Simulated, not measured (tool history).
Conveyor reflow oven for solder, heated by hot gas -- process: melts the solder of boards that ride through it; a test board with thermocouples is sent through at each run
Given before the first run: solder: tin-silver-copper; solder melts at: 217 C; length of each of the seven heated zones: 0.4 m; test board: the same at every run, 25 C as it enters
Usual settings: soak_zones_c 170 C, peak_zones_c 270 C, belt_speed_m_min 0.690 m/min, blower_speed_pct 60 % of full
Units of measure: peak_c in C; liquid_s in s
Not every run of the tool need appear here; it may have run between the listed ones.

| run | hour | soak_zones_c | peak_zones_c | belt_speed_m_min | blower_speed_pct | peak_c | liquid_s |
|---|---|---|---|---|---|---|---|
| 1 | 0.0 | 170 | 270 | 0.690 | 60 | 245.7 | 44.6 |
| 2 | 17.2 | 170 | 270 | 0.690 | 60 | 245.7 | 44.7 |
| 3 | 28.6 | 170 | 270 | 0.690 | 60 | 245.8 | 44.5 |
| 4 | 41.7 | 170 | 270 | 0.690 | 60 | 245.9 | 44.1 |
| 5 | 59.9 | 179 | 270 | 0.690 | 60 | 247.7 | 49.1 |
| 6 | 73.3 | 170 | 276 | 0.690 | 60 | 250.2 | 48.1 |
| 7 | 91.9 | 170 | 276 | 0.619 | 60 | 254.7 | 57.8 |
| 8 | 109.0 | 170 | 276 | 0.619 | 60 | 254.8 | 57.7 |
| 9 | 120.3 | 170 | 276 | 0.619 | 60 | 254.6 | 57.3 |
| 10 | 128.8 | 170 | 276 | 0.619 | 60 | 254.4 | 57.7 |
| 11 | 138.0 | 170 | 270 | 0.690 | 60 | 245.3 | 44.0 |
| 12 | 154.6 | 170 | 270 | 0.690 | 60 | 245.2 | 43.6 |
| 13 | 172.1 | 170 | 270 | 0.690 | 76 | 249.8 | 48.5 |
|  | 178.8 | flux residue cleaned out of gas plates and filters |
| 14 | 196.8 | 170 | 270 | 0.690 | 60 | 246.7 | 45.4 |
| 15 | 208.8 | 170 | 270 | 0.672 | 60 | 247.6 | 47.9 |
| 16 | 227.7 | 170 | 270 | 0.669 | 60 | 247.9 | 48.3 |
| 17 | 244.3 | 155 | 270 | 0.675 | 59 | 243.6 | 39.9 |
| 18 | 259.6 | 178 | 270 | 0.625 | 60 | 251.8 | 58.3 |
| 19 | 269.6 | 178 | 270 | 0.625 | 60 | 251.5 | 58.2 |
| 20 | 283.9 | 178 | 270 | 0.625 | 60 | 251.4 | 57.9 |
| 21 | 292.5 | 184 | 268 | 0.550 | 60 | 254.3 | 72.6 |
| 22 | 305.7 | 168 | 268 | 0.550 | 60 | 251.9 | 63.7 |
| 23 | 325.4 | 173 | 270 | 0.658 | 60 | 248.8 | 50.8 |
| 24 | 342.7 | 170 | 270 | 0.731 | 53 | 241.1 | 36.8 |
| 25 | 359.1 | 183 | 260 | 0.651 | 67 | 244.2 | 52.5 |
| 26 | 379.1 | 168 | 277 | 0.651 | 67 | 255.7 | 55.2 |
| 27 | 388.4 | 170 | 270 | 0.829 | 78 | 244.3 | 35.5 |
| 28 | 401.2 | 180 | 260 | 0.690 | 60 | 239.9 | 42.9 |
| 29 | 421.3 | 165 | 277 | 0.720 | 78 | 254.3 | 47.9 |
| 30 | 433.9 | 161 | 270 | 0.690 | 60 | 243.4 | 40.1 |

Consider 3 possible next runs. They are alternatives, not a sequence: every one starts from the tool as it was left by run 30. What does each give?
| A | 442.4 | 173 | 275 | 0.690 | 60 | ? | ? |
| B | 442.4 | 155 | 270 | 0.792 | 60 | ? | ? |
| C | 442.4 | 161 | 277 | 0.583 | 60 | ? | ? |

| run | peak_c | liquid_s |
|---|---|---|
| A | 250.3 | 49.4 |
| B | 235.3 | 25.5 |
| C | 256.3 | 60.3 |
Take away the tool's hidden state, keep each run's random variation, and the runs would have read:
| run | peak_c | liquid_s |
|---|---|---|
| A | 252.1 | 50.4 |
| B | 237.2 | 27.2 |
| C | 258.0 | 61.1 |
